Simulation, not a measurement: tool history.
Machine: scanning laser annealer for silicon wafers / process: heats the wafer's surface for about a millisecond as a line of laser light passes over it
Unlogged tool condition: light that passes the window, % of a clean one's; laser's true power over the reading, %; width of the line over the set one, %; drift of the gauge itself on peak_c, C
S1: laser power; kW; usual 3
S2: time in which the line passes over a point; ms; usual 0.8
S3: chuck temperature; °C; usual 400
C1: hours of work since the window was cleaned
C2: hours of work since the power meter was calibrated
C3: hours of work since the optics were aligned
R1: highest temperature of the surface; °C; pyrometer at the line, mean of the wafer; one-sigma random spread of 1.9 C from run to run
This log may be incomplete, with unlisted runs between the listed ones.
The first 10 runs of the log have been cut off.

run   hour     S1     S2   S3   C1   C2   C3    R1
 11   66.6      3    0.8  400   55  193  821  1171
 12   74.4      3    0.8  410   59  197  825  1183
 13   80.5      3    0.8  410   62  200  828  1180
 14   85.2      3    0.8  410   65  202  830  1181
 15   93.4      3    0.8  410   69  206  834  1180
 16  102.4      3    0.8  410   73  211  838  1180
 17  109.8      3    0.8  374   77  214  842  1146
 18  115.3  2.877    0.7  400   79  217  845  1090
 19  121.1      3  0.777  400   82  220  848  1161
 20  126.1  2.779  0.662  389   85  222  850  1035
 21    132  3.243   0.71  366   88  225  853  1170
 22  141.1      3  0.903  377   92  230  858  1192
 23  147.5  3.072    0.8  400   95  233  861  1189
 24  153.5  3.072    0.8  400   98  236  864  1195
 25  158.8  3.072    0.8  420  101  239  866  1212
 26  162.6  3.072    0.8  420  103  240  868  1216
 27  169.8      3  0.659  386  106  244  872  1095
 28  176.6  2.914  0.609  389  110  247  875  1047
 29  184.5  2.914  0.609  389  113  251  879  1051
 30  191.2      3  0.564  379  117  255  882  1039
 31    196  3.205    0.8  414  119  257  885  1252

Here are 4 independent what-if runs from the current tool condition. What would each one return?
  A  202.4  2.775  0.795  420  122  260  888   ?
  B  202.4  3.205    0.8  402  122  260  888   ?
  C  202.4  3.138  0.752  435  122  260  888   ?
  D  202.4  2.676  0.806  424  122  260  888   ?

run    R1
  A  1122
  B  1236
  C  1224
  D  1097
Take away the tool's hidden state, keep each run's random variation, and the runs would have read:
run    R1
  A  1122
  B  1236
  C  1224
  D  1098

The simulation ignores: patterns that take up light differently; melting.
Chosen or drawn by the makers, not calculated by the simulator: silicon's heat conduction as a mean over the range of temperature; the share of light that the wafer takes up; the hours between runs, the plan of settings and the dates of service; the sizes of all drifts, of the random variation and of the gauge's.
